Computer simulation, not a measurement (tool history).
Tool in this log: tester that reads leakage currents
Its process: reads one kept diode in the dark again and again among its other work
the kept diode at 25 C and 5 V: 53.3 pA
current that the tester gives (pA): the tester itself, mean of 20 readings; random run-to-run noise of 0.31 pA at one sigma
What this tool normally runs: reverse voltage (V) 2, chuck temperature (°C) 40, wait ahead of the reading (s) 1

run    hour  reverse voltage (V)  chuck temperature (°C)  wait ahead of the reading (s)  current that the tester gives (pA)
  1       0                    2                      40                              1                              100.51
  2    42.9                11.44                      40                              1                               230.1
  3    77.1                11.44                      40                              1                              229.25
  4   103.7                    2                      24                              1                               32.45
  5   128.3                    2                      24                              1                               32.51
  6   164.6                    2                      24                              1                               32.64
  7     196                    2                      24                              1                               32.65
  8   219.4                    2                      24                              1                               32.73
  9   252.9                 4.91                      40                              1                              153.25
 10   284.9                 4.91                      40                              1                              153.79
 11   326.7                    2                      40                              1                              100.95
 12   345.5                    2                      40                              1                              100.46
 13   384.3                    2                      40                              1                              101.05
 14   425.2                    2                      34                              1                               67.01
 15   467.1                    2                      34                              1                               67.07
 16   503.9                  2.2                      40                              1                              105.42
 17   524.7                  2.2                      40                              1                              105.02
 18   567.9                    2                      40                           1.21                              100.76
 19   607.3                    2                      40                           1.21                              100.88
 20   648.9                 3.61                      40                              1                              133.57
 21   670.3                 3.61                      42                              1                              151.78
 22   713.3                 3.61                      42                              1                              151.47
 23   744.8                 3.61                      42                              1                              152.23
 24   777.4                 3.61                      42                              1                              151.46
 25   819.9                 3.61                      42                              1                              151.82
 26   843.3                 16.8                      20                           0.41                               71.91
 27   883.9                 5.04                      20                           0.76                               37.77
 28   919.8                 2.55                      32                              1                               65.11
 29   943.6                 2.55                      32                              1                                64.9
 30   964.2                 2.55                      20                              1                               27.09
 31   993.1                 2.55                      20                              1                               27.17
 32    1016                 2.55                      20                              1                               27.24
 33  1048.6                 2.55                      38                           7.14                                98.5
 34  1087.1                 5.21                      32                              1                                  92
 35  1128.6                 2.61                      48                            0.5                                 193
 36  1158.3                 4.43                      57                            0.6                              431.45
 37  1188.6                    2                      40                           2.03                              101.03
 38  1213.1                 1.04                      59                           2.03                              247.48
 39  1232.5                 1.04                      59                           2.03                              247.73
 40  1268.1                    2                      40                           1.44                              100.11
 41  1312.2                 7.59                      40                           1.44                              188.67

What if the next run were any one of these 3? Each begins from the tool's condition after run 41:
  A  1339.3                 8.08                      40                              1                                   ?
  B  1339.3                 7.59                      30                           0.32                                   ?
  C  1339.3                  1.7                      40                           8.28                                   ?

run  current that the tester gives (pA)
  A                              194.66
  B                               97.76
  C                               93.62
Without the tool's unlogged condition, the same runs would have read:
run  current that the tester gives (pA)
  A                               194.2
  B                               97.49
  C                               93.42

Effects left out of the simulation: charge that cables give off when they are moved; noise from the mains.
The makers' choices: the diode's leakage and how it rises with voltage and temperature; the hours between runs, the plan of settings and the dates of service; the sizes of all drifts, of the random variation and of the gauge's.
